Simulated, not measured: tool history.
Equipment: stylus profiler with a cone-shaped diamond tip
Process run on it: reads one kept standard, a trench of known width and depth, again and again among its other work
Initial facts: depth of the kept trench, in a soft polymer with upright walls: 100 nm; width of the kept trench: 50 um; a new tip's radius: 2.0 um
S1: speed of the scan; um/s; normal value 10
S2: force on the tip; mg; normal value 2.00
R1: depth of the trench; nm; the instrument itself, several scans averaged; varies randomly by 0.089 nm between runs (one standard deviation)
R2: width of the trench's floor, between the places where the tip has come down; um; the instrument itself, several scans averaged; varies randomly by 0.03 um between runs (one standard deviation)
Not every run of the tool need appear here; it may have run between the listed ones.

run	hour	S1	S2	R1	R2
1	0.0	10	2.00	100.05	48.13
2	83.0	10	2.00	100.12	48.14
3	168.0	10	2.00	100.07	48.07
4	249.5	10	2.00	100.20	48.05
5	335.1	10	2.00	99.96	48.07
6	377.6	5	2.00	99.89	48.09
7	468.5	5	2.00	99.86	48.04
8	522.8	5	2.00	99.84	48.04
9	584.6	10	2.00	99.93	48.00
10	678.2	10	2.00	99.81	47.94
11	770.6	10	2.00	100.15	47.92
12	864.4	10	1.91	99.82	47.93
13	924.4	10	1.91	99.96	47.93
14	1023.2	10	1.91	99.80	47.89
15	1109.6	6	4.85	100.36	47.91
16	1189.6	16	2.00	99.91	47.88
17	1278.8	3	1.74	99.65	47.88
18	1371.4	3	1.74	99.67	47.87
19	1437.6	16	2.00	99.76	47.87
20	1517.2	16	2.00	99.75	47.84
# hour 1548.1: height scale calibrated on a step standard
21	1594.5	9	1.27	100.64	47.80
22	1694.7	8	5.86	101.39	47.83
23	1767.9	8	5.86	101.29	47.80
24	1866.6	4	4.78	101.07	47.82
25	1917.5	9	2.00	100.57	47.76
26	2002.5	3	2.46	100.72	47.77
27	2095.9	3	2.46	100.76	47.81
28	2172.4	3	2.46	100.67	47.75

What would each run have given without the hidden state, its run-to-run variation left as it was?
Hidden state at play: radius of the tip, um; height scale over the true one, %; drift of the gauge itself on depth_nm, %; drift of the gauge itself on floor_um, %.
run	R1	R2
1	100.64	48.75
2	100.73	48.78
3	100.70	48.73
4	100.85	48.72
5	100.63	48.75
6	100.58	48.78
7	100.57	48.74
8	100.56	48.75
9	100.66	48.72
10	100.56	48.68
11	100.92	48.67
12	100.62	48.69
13	100.77	48.71
14	100.63	48.68
15	101.22	48.72
16	100.78	48.70
17	100.55	48.72
18	100.59	48.72
19	100.69	48.73
20	100.70	48.72
21	100.63	48.69
22	101.40	48.73
23	101.32	48.72
24	101.12	48.75
25	100.64	48.69
26	100.80	48.72
27	100.86	48.78
28	100.79	48.73
